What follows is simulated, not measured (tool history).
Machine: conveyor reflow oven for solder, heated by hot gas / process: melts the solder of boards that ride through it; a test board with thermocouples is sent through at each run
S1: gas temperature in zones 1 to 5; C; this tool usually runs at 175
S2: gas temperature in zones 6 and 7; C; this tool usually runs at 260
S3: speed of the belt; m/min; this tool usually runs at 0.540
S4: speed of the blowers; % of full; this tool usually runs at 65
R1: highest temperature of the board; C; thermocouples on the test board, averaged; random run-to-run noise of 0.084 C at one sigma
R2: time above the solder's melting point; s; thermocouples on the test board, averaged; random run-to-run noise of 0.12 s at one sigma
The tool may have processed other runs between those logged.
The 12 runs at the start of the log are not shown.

run 13 hour=266.3 | S1=173 S2=260 S3=0.540 S4=65 | R1=249.07 R2=49.9
run 14 hour=281.6 | S1=173 S2=260 S3=0.540 S4=65 | R1=249.19 R2=49.9
run 15 hour=310.0 | S1=173 S2=260 S3=0.540 S4=65 | R1=249.12 R2=50.0
run 16 hour=335.2 | S1=175 S2=260 S3=0.540 S4=65 | R1=249.38 R2=51.0
run 17 hour=351.7 | S1=182 S2=257 S3=0.563 S4=65 | R1=246.78 R2=49.2
-- hour=381.0 belt drive overhauled, speed set with a stopwatch
run 18 hour=386.4 | S1=166 S2=260 S3=0.535 S4=65 | R1=247.60 R2=45.9
run 19 hour=414.8 | S1=166 S2=260 S3=0.535 S4=65 | R1=247.51 R2=45.8
run 20 hour=444.2 | S1=170 S2=260 S3=0.443 S4=85 | R1=254.95 R2=64.7
run 21 hour=458.9 | S1=170 S2=250 S3=0.616 S4=85 | R1=238.54 R2=34.1
run 22 hour=485.1 | S1=175 S2=253 S3=0.540 S4=65 | R1=242.58 R2=44.1
-- hour=503.0 thermocouples of zones 6 and 7 changed
run 23 hour=506.2 | S1=175 S2=270 S3=0.540 S4=65 | R1=256.38 R2=53.0
run 24 hour=525.5 | S1=181 S2=268 S3=0.496 S4=65 | R1=257.55 R2=61.1
run 25 hour=540.6 | S1=175 S2=259 S3=0.450 S4=79 | R1=252.29 R2=63.5
run 26 hour=556.2 | S1=175 S2=271 S3=0.433 S4=65 | R1=262.79 R2=71.7
run 27 hour=586.1 | S1=175 S2=260 S3=0.618 S4=57 | R1=241.76 R2=36.3
run 28 hour=619.1 | S1=175 S2=268 S3=0.618 S4=90 | R1=254.21 R2=45.4
run 29 hour=637.1 | S1=185 S2=260 S3=0.540 S4=85 | R1=251.43 R2=54.6
-- hour=644.8 flux residue cleaned out of gas plates and filters
run 30 hour=662.6 | S1=185 S2=260 S3=0.540 S4=85 | R1=252.98 R2=56.4
run 31 hour=677.1 | S1=190 S2=260 S3=0.557 S4=65 | R1=250.56 R2=54.4

3 options for the next run, each taken on its own from the tool as it stands now. Forecast them:
run A hour=697.3 | S1=188 S2=260 S3=0.504 S4=60 | R1=? R2=?
run B hour=697.3 | S1=190 S2=267 S3=0.616 S4=65 | R1=? R2=?
run C hour=697.3 | S1=177 S2=260 S3=0.540 S4=65 | R1=? R2=?

run=A R1=251.82 R2=60.3
run=B R1=254.55 R2=50.4
run=C R1=249.56 R2=50.6
Had the tool no hidden state, the same runs would have come out as:
run=A R1=251.36 R2=59.7
run=B R1=254.14 R2=49.9
run=C R1=249.13 R2=50.1

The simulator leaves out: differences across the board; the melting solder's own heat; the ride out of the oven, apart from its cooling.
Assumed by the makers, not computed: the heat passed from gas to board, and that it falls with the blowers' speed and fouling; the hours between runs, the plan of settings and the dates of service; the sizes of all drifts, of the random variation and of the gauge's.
